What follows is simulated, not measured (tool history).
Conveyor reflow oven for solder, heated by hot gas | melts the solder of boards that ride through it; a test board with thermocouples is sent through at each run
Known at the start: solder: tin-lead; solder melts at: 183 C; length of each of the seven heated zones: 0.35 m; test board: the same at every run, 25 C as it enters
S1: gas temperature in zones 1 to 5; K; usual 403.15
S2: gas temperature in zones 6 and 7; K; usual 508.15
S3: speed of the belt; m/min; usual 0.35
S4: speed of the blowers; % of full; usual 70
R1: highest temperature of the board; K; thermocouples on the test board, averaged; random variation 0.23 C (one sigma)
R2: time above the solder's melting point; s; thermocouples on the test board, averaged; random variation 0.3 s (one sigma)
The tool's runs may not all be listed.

| run | hour | S1 | S2 | S3 | S4 | R1 | R2 |
|---|---|---|---|---|---|---|---|
| 1 | 0 | 403.15 | 508.15 | 0.35 | 70 | 491.15 | 87.1 |
| 2 | 34.2 | 403.15 | 508.15 | 0.35 | 70 | 491.25 | 86.8 |
| 3 | 76.3 | 403.15 | 508.15 | 0.35 | 61 | 487.95 | 82.1 |
| 4 | 125.7 | 403.15 | 508.15 | 0.35 | 61 | 488.15 | 81.6 |
| 5 | 176.6 | 408.15 | 508.15 | 0.35 | 70 | 491.95 | 90.5 |
| 6 | 251.8 | 403.15 | 520.15 | 0.35 | 70 | 501.75 | 98.2 |
|  | 328.2 | flux residue cleaned out of gas plates and filters |
| 7 | 329.3 | 403.15 | 520.15 | 0.35 | 70 | 502.15 | 97.8 |
| 8 | 402.5 | 403.15 | 512.15 | 0.35 | 70 | 494.25 | 91 |
| 9 | 456.2 | 403.15 | 512.15 | 0.35 | 70 | 494.85 | 90.5 |
| 10 | 523.4 | 403.15 | 512.15 | 0.35 | 70 | 494.75 | 91.1 |
| 11 | 563.9 | 403.15 | 512.15 | 0.35 | 70 | 494.75 | 91 |
| 12 | 599.1 | 403.15 | 508.15 | 0.35 | 83 | 495.25 | 91.9 |
|  | 622.9 | thermocouples of zones 6 and 7 changed |
| 13 | 653.9 | 403.15 | 508.15 | 0.35 | 83 | 495.15 | 92.1 |
| 14 | 690 | 388.15 | 506.15 | 0.35 | 62 | 483.85 | 69.4 |
| 15 | 750.5 | 388.15 | 506.15 | 0.307 | 62 | 488.35 | 88.8 |
| 16 | 813.9 | 403.15 | 508.15 | 0.306 | 65 | 493.95 | 104.4 |
| 17 | 892.1 | 396.15 | 506.15 | 0.376 | 70 | 485.55 | 69.9 |
| 18 | 954 | 396.15 | 506.15 | 0.376 | 70 | 485.85 | 69.9 |
| 19 | 1001.9 | 409.15 | 514.15 | 0.35 | 73 | 498.35 | 98.1 |
|  | 1013.2 | belt drive overhauled, speed set with a stopwatch |
|  | 1028.5 | flux residue cleaned out of gas plates and filters |
| 20 | 1080.2 | 403.15 | 507.15 | 0.35 | 51 | 482.65 | 72.6 |
| 21 | 1115.5 | 403.15 | 509.15 | 0.33 | 82 | 496.75 | 100.8 |
| 22 | 1174.9 | 403.15 | 508.15 | 0.37 | 70 | 489.35 | 79.3 |
| 23 | 1235.5 | 417.15 | 506.15 | 0.394 | 70 | 488.15 | 79.9 |
| 24 | 1289.1 | 412.15 | 506.15 | 0.284 | 82 | 499.15 | 125.3 |
| 25 | 1341.5 | 407.15 | 505.15 | 0.35 | 70 | 489.25 | 86.2 |

Forecast each of these 4 alternatives for the next run:
| A | 1397.5 | 403.15 | 502.15 | 0.323 | 70 | ? | ? |
| B | 1397.5 | 407.15 | 505.15 | 0.331 | 70 | ? | ? |
| C | 1397.5 | 413.15 | 523.15 | 0.35 | 61 | ? | ? |
| D | 1397.5 | 403.15 | 504.15 | 0.35 | 52 | ? | ? |

| run | R1 | R2 |
|---|---|---|
| A | 488.45 | 91.7 |
| B | 490.85 | 94.3 |
| C | 502.65 | 103.8 |
| D | 480.65 | 69.5 |
Without the tool's hidden state the same runs would have given:
| run | R1 | R2 |
|---|---|---|
| A | 488.55 | 91.9 |
| B | 490.95 | 94.4 |
| C | 502.75 | 103.8 |
| D | 480.65 | 69.6 |
